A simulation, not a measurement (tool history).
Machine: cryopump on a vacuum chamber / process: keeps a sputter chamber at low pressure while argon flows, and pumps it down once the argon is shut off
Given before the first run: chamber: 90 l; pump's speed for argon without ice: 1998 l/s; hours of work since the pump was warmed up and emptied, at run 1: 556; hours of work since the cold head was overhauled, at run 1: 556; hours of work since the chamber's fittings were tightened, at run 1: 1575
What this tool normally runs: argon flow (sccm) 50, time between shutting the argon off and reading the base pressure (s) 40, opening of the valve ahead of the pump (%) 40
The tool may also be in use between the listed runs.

run,hour,argon flow (sccm),time between shutting the argon off and reading the base pressure (s),opening of the valve ahead of the pump (%),hours of work since the pump was warmed up and emptied,hours of work since the cold head was overhauled,hours of work since the chamber's fittings were tightened,pressure while argon flows (Pa),pressure after the wait (uPa)
1,0,50,40,40,556,556,1575,0.1099,1.52
2,39.4,50,73,40,585,585,1604,0.1117,1.01
3,89.9,50,40,40,623,623,1642,0.112,1.53
4,130,23,40,40,652,652,1671,0.0515,1.54
5,170.5,23,40,40,682,682,1701,0.0521,1.51
6,198.4,50,40,40,703,703,1722,0.1136,1.55
7,235.4,50,40,40,730,730,1749,0.1143,1.5
8,259.5,50,40,40,748,748,1767,0.1121,1.58
9,310.4,50,40,40,786,786,1805,0.1142,1.55
10,351.1,50,40,40,816,816,1835,0.1139,1.57
11,383,50,40,40,840,840,1859,0.1135,1.59
12,416.5,50,40,23,865,865,1884,0.1926,1.59
13,442.3,50,40,23,884,884,1903,0.1933,1.59
# hour 446.6: leaking fittings of the chamber tightened, without venting
14,491.3,50,40,23,919,919,33,0.1924,1.3
15,516.1,59,40,40,937,937,52,0.1373,1.28
16,540.2,59,40,55,955,955,69,0.1019,1.3
17,575.9,59,40,55,982,982,96,0.1038,1.29
18,610.1,50,40,56,1007,1007,121,0.0859,1.32
19,649.8,96,56,47,1036,1036,151,0.1921,1.02
20,683.6,52,40,47,1061,1061,176,0.1061,1.35
21,727.7,52,40,47,1094,1094,209,0.1034,1.36
22,764.3,52,40,47,1121,1121,236,0.1068,1.31
# hour 797.5: pump warmed up, emptied and cooled again
23,803.3,52,202,59,4,1147,261,0.0749,0.4
24,844.5,47,24,40,35,1177,291,0.1012,2.06
25,868,91,25,44,52,1195,309,0.178,2.01
26,916.2,91,25,44,88,1230,345,0.1785,1.99
27,946.5,50,40,56,111,1253,367,0.0775,1.31
28,967.6,26,40,15,126,1268,383,0.1474,1.33
29,994.4,26,40,15,146,1288,403,0.1485,1.38
30,1029.2,29,40,27,172,1314,428,0.0924,1.32
31,1063.1,29,40,27,197,1339,454,0.0911,1.36
32,1085.2,29,40,27,213,1356,470,0.0915,1.33
33,1129.5,28,40,21,246,1389,503,0.1153,1.33
34,1173.7,27,123,47,279,1421,536,0.0507,0.59
35,1194.9,27,123,47,295,1437,551,0.0507,0.59

Here are 3 independent what-if runs from the current tool condition. What would each one return?
A,1228.2,92,85,39,319,1462,576,?,?
B,1228.2,27,123,34,319,1462,576,?,?
C,1228.2,27,96,47,319,1462,576,?,?

run,pressure while argon flows (Pa),pressure after the wait (uPa)
A,0.2071,0.77
B,0.069,0.62
C,0.0513,0.71
Had the tool no hidden state, the same runs would have come out as:
run,pressure while argon flows (Pa),pressure after the wait (uPa)
A,0.1999,0.67
B,0.0669,0.51
C,0.0492,0.61
